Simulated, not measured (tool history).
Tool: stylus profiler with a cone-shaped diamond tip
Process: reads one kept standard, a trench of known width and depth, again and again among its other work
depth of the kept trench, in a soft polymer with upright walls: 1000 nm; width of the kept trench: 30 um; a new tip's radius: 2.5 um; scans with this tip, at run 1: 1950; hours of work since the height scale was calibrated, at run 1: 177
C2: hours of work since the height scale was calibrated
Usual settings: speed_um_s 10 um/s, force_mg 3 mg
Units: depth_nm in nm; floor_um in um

run 1 hour=0 | speed_um_s=10 force_mg=3 | scans_with_this_tip=1950 C2=177 | depth_nm=1014.34 floor_um=25.62
run 2 hour=12.9 | speed_um_s=10 force_mg=3 | scans_with_this_tip=2025 C2=184 | depth_nm=1014.57 floor_um=25.62
run 3 hour=43.4 | speed_um_s=10 force_mg=3 | scans_with_this_tip=2200 C2=200 | depth_nm=1013.78 floor_um=25.59
run 4 hour=64.4 | speed_um_s=7 force_mg=3 | scans_with_this_tip=2319 C2=211 | depth_nm=1013.99 floor_um=25.58
run 5 hour=91.5 | speed_um_s=7 force_mg=3 | scans_with_this_tip=2475 C2=225 | depth_nm=1014.15 floor_um=25.5
run 6 hour=105.6 | speed_um_s=7 force_mg=3 | scans_with_this_tip=2556 C2=233 | depth_nm=1014.06 floor_um=25.55
run 7 hour=122.8 | speed_um_s=7 force_mg=3 | scans_with_this_tip=2655 C2=242 | depth_nm=1014.7 floor_um=25.56
run 8 hour=151.4 | speed_um_s=10 force_mg=3.32 | scans_with_this_tip=2819 C2=256 | depth_nm=1015.22 floor_um=25.49
run 9 hour=171.4 | speed_um_s=6 force_mg=3 | scans_with_this_tip=2934 C2=267 | depth_nm=1014.02 floor_um=25.54
run 10 hour=194.2 | speed_um_s=6 force_mg=3 | scans_with_this_tip=3064 C2=279 | depth_nm=1014.28 floor_um=25.55
run 11 hour=222.5 | speed_um_s=6 force_mg=3 | scans_with_this_tip=3226 C2=294 | depth_nm=1014.51 floor_um=25.44
run 12 hour=253.2 | speed_um_s=5 force_mg=3.22 | scans_with_this_tip=3403 C2=310 | depth_nm=1015.17 floor_um=25.48
run 13 hour=281.5 | speed_um_s=5 force_mg=3.22 | scans_with_this_tip=3565 C2=324 | depth_nm=1014.99 floor_um=25.47
run 14 hour=306.5 | speed_um_s=9 force_mg=5.62 | scans_with_this_tip=3708 C2=337 | depth_nm=1021.21 floor_um=25.4
run 15 hour=320.4 | speed_um_s=6 force_mg=8.69 | scans_with_this_tip=3788 C2=345 | depth_nm=1028.71 floor_um=25.46
run 16 hour=349.7 | speed_um_s=37 force_mg=4.84 | scans_with_this_tip=3956 C2=360 | depth_nm=1019.53 floor_um=25.26

Forecast run 17:
run 17 hour=378.6 | speed_um_s=37 force_mg=4.84 | scans_with_this_tip=4122 C2=375 | depth_nm=? floor_um=?

{"run 17": {"depth_nm": 1019.07, "floor_um": 25.23}}
Without the tool's hidden state the same run would have given depth_nm 1018.48 nm, floor_um 25.85 um.

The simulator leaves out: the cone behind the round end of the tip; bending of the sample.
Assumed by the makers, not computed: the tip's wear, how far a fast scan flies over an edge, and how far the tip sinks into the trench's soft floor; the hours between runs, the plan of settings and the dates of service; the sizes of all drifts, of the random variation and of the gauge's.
